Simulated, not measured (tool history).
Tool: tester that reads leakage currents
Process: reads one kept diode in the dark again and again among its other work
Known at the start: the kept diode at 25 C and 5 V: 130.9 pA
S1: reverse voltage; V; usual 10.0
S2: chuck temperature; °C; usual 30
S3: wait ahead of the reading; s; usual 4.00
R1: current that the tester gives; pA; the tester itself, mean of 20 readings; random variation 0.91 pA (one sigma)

run,hour,S1,S2,S3,R1
1,0.0,10.0,30,4.00,277.04
2,157.3,10.0,30,4.00,272.87
3,269.7,10.0,30,4.00,273.10
4,345.2,10.0,30,4.00,271.01
5,446.3,10.0,30,4.00,269.47
6,558.9,10.0,30,4.00,268.61
7,636.1,10.0,30,4.00,268.03
8,741.7,10.0,30,0.56,267.45
9,871.2,10.0,30,0.56,266.10
10,1011.4,10.0,30,0.56,263.74
# hour 1072.9: chuck's temperature calibrated
11,1146.0,10.0,30,0.56,312.62
12,1236.8,10.0,30,0.56,309.50
13,1362.5,10.0,20,4.00,131.90
14,1527.6,10.0,20,4.00,131.03
15,1597.5,10.0,20,4.00,130.57
16,1686.8,10.0,26,4.17,215.46
17,1804.7,4.0,30,4.00,171.43
18,1888.6,4.0,30,4.00,171.80
19,2011.6,4.0,30,4.00,169.21
20,2172.9,10.0,29,6.08,269.58
21,2311.9,10.0,29,6.08,268.05
# hour 2386.0: tester calibrated
22,2447.4,10.0,29,6.08,269.39
23,2582.6,6.2,30,4.00,217.53
24,2735.6,10.0,59,4.00,2603.94
25,2856.4,3.4,25,0.36,99.54
26,3018.8,3.3,25,1.78,95.13
# hour 3072.3: probe card cleaned and baked
27,3096.9,3.3,25,1.78,92.46
28,3199.6,1.1,49,0.65,334.00
29,3330.1,4.0,48,0.65,659.40
30,3471.6,1.8,52,3.81,546.39

Some steps in R1 between neighbouring runs. How much of each would the tool show without its hidden state too (settings, what came in, random variation), and how much is left for the hidden state, with any gauge scatter that isn't in both results?
The hidden state here: stray current of the dirty probe card, pA a volt; current scale over the true one, %; true chuck temperature over the reading, C; drift of the gauge itself on leakage_pa, %.
Run 10 -> 11: chuck's temperature calibrated. R1 +48.88 pA: hidden state +47.47, all else +1.41.
Run 23 -> 24: S1 6.2 -> 10.0, S2 30 -> 59. R1 +2386.41 pA: hidden state -158.39, all else +2544.80.
Run 24 -> 25: S1 10.0 -> 3.4, S2 59 -> 25, S3 4.00 -> 0.36. R1 -2504.40 pA: hidden state +162.83, all else -2667.23.
Run 28 -> 29: S1 1.1 -> 4.0, S2 49 -> 48. R1 +325.40 pA: hidden state -37.95, all else +363.35.
